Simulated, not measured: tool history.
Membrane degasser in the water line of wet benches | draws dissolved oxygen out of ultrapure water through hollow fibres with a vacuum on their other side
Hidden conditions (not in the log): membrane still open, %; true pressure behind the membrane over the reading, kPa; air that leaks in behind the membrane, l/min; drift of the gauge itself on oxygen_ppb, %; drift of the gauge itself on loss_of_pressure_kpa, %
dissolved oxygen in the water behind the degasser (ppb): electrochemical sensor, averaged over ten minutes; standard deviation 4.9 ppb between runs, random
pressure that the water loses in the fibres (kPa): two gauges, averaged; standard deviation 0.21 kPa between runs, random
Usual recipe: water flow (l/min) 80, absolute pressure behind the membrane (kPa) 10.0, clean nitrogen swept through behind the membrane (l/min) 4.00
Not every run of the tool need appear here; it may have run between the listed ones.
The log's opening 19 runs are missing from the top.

| run | hour | water flow (l/min) | absolute pressure behind the membrane (kPa) | clean nitrogen swept through behind the membrane (l/min) | hours since the membrane was changed | hours since the vacuum gauge was calibrated | hours since the vacuum lines were made tight | dissolved oxygen in the water behind the degasser (ppb) | pressure that the water loses in the fibres (kPa) |
|---|---|---|---|---|---|---|---|---|---|
| 20 | 2244.7 | 83 | 10.0 | 3.72 | 4087 | 1518 | 9026 | 531.0 | 49.27 |
| 21 | 2310.8 | 80 | 10.0 | 9.64 | 4153 | 1584 | 9092 | 337.9 | 47.11 |
| 22 | 2439.0 | 103 | 10.0 | 7.09 | 4281 | 1712 | 9220 | 543.9 | 60.60 |
| 23 | 2584.2 | 88 | 10.0 | 3.47 | 4426 | 1857 | 9365 | 598.0 | 51.96 |
| 24 | 2714.9 | 61 | 10.0 | 9.59 | 4557 | 1988 | 9496 | 214.1 | 35.80 |
| 25 | 2861.3 | 61 | 9.9 | 9.59 | 4703 | 2134 | 9642 | 210.4 | 35.88 |
| 26 | 2959.3 | 63 | 6.7 | 4.00 | 4801 | 2233 | 9740 | 240.9 | 36.80 |
| 27 | 3115.4 | 63 | 6.7 | 4.00 | 4958 | 2389 | 9896 | 241.3 | 37.26 |
| 28 | 3188.0 | 113 | 16.5 | 6.02 | 5030 | 2461 | 9969 | 883.5 | 66.58 |
| 29 | 3256.4 | 86 | 10.7 | 2.80 | 5098 | 2530 | 10037 | 677.3 | 51.04 |
| 30 | 3368.7 | 86 | 10.7 | 2.80 | 5211 | 2642 | 10150 | 672.1 | 50.56 |
| 31 | 3486.6 | 120 | 10.0 | 4.28 | 5329 | 2760 | 10267 | 796.1 | 70.73 |
| 32 | 3554.0 | 120 | 10.0 | 4.28 | 5396 | 2827 | 10335 | 796.9 | 70.54 |
| 33 | 3711.6 | 120 | 10.0 | 4.28 | 5554 | 2985 | 10493 | 793.2 | 70.59 |

Consider 3 possible next runs. They are alternatives, not a sequence: every one starts from the tool as it was left by run 33. What does each give?
| A | 3840.9 | 80 | 11.6 | 6.61 | 5683 | 3114 | 10622 | ? | ? |
| B | 3840.9 | 80 | 23.3 | 3.88 | 5683 | 3114 | 10622 | ? | ? |
| C | 3840.9 | 72 | 18.2 | 10.14 | 5683 | 3114 | 10622 | ? | ? |

| run | dissolved oxygen in the water behind the degasser (ppb) | pressure that the water loses in the fibres (kPa) |
|---|---|---|
| A | 429.8 | 47.12 |
| B | 1014.2 | 47.40 |
| C | 399.9 | 42.42 |
With no hidden state in the tool, these same runs would have given:
| run | dissolved oxygen in the water behind the degasser (ppb) | pressure that the water loses in the fibres (kPa) |
|---|---|---|
| A | 429.2 | 47.08 |
| B | 1013.5 | 47.37 |
| C | 399.4 | 42.39 |
